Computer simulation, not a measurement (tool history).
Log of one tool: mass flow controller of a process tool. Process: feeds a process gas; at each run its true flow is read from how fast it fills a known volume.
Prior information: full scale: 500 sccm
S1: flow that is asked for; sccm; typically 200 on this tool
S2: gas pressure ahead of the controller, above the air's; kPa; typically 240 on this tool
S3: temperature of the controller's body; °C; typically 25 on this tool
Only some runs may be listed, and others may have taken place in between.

run 1 day=0 | S1=200 S2=240 S3=25 | true_flow_(%)=98.54
run 2 day=2.642 | S1=200 S2=240 S3=25 | true_flow_(%)=98.52
run 3 day=4.142 | S1=200 S2=198 S3=25 | true_flow_(%)=98.88
run 4 day=5.862 | S1=200 S2=198 S3=25 | true_flow_(%)=98.78
run 5 day=8.475 | S1=200 S2=240 S3=25 | true_flow_(%)=98.35
run 6 day=11.658 | S1=200 S2=240 S3=25 | true_flow_(%)=98.59
run 7 day=14.283 | S1=200 S2=240 S3=37 | true_flow_(%)=96.86
run 8 day=16.475 | S1=200 S2=240 S3=25 | true_flow_(%)=98.45
run 9 day=19.404 | S1=200 S2=240 S3=25 | true_flow_(%)=98.36
run 10 day=21.879 | S1=200 S2=240 S3=25 | true_flow_(%)=98.28
run 11 day=24.079 | S1=200 S2=195 S3=25 | true_flow_(%)=98.64
run 12 day=25.588 | S1=200 S2=240 S3=25 | true_flow_(%)=98.17
run 13 day=28.183 | S1=200 S2=240 S3=31 | true_flow_(%)=97.55
run 14 day=30.908 | S1=200 S2=240 S3=31 | true_flow_(%)=97.47
run 15 day=33.738 | S1=200 S2=240 S3=31 | true_flow_(%)=97.58
run 16 day=36.392 | S1=200 S2=240 S3=31 | true_flow_(%)=97.36
run 17 day=39.121 | S1=200 S2=240 S3=31 | true_flow_(%)=97.43
run 18 day=42.05 | S1=200 S2=240 S3=32 | true_flow_(%)=97.17
run 19 day=44.708 | S1=165 S2=240 S3=32 | true_flow_(%)=97.13
run 20 day=47.458 | S1=405 S2=227 S3=27 | true_flow_(%)=98.77
run 21 day=50.142 | S1=200 S2=168 S3=25 | true_flow_(%)=98.61
run 22 day=51.875 | S1=200 S2=156 S3=35 | true_flow_(%)=97.41
run 23 day=53.688 | S1=259 S2=240 S3=25 | true_flow_(%)=98.23
run 24 day=56.038 | S1=58 S2=235 S3=25 | true_flow_(%)=96.05
run 25 day=57.604 | S1=58 S2=235 S3=25 | true_flow_(%)=96.06
run 26 day=60.512 | S1=58 S2=235 S3=25 | true_flow_(%)=96.08
run 27 day=62.671 | S1=58 S2=235 S3=25 | true_flow_(%)=96.05
run 28 day=64.088 | S1=81 S2=240 S3=34 | true_flow_(%)=95.5
run 29 day=65.758 | S1=178 S2=148 S3=26 | true_flow_(%)=98.37
run 30 day=68.867 | S1=66 S2=268 S3=23 | true_flow_(%)=96.28
run 31 day=72.154 | S1=66 S2=268 S3=23 | true_flow_(%)=96.02
run 32 day=75.1 | S1=83 S2=240 S3=36 | true_flow_(%)=95.24
run 33 day=76.938 | S1=67 S2=240 S3=29 | true_flow_(%)=95.49
run 34 day=79.946 | S1=265 S2=264 S3=29 | true_flow_(%)=97.49

Predict each of these 4 candidate next runs independently; none follows another, all start after run 34:
run A day=81.554 | S1=96 S2=151 S3=27 | true_flow_(%)=?
run B day=81.554 | S1=200 S2=146 S3=25 | true_flow_(%)=?
run C day=81.554 | S1=115 S2=183 S3=25 | true_flow_(%)=?
run D day=81.554 | S1=110 S2=240 S3=28 | true_flow_(%)=?

run=A true_flow_(%)=97.08
run=B true_flow_(%)=98.42
run=C true_flow_(%)=97.28
run=D true_flow_(%)=96.47
Stripped of hidden state, with their random variation kept, the same runs would have yielded:
run=A true_flow_(%)=98.88
run=B true_flow_(%)=99.46
run=C true_flow_(%)=98.83
run=D true_flow_(%)=98.08
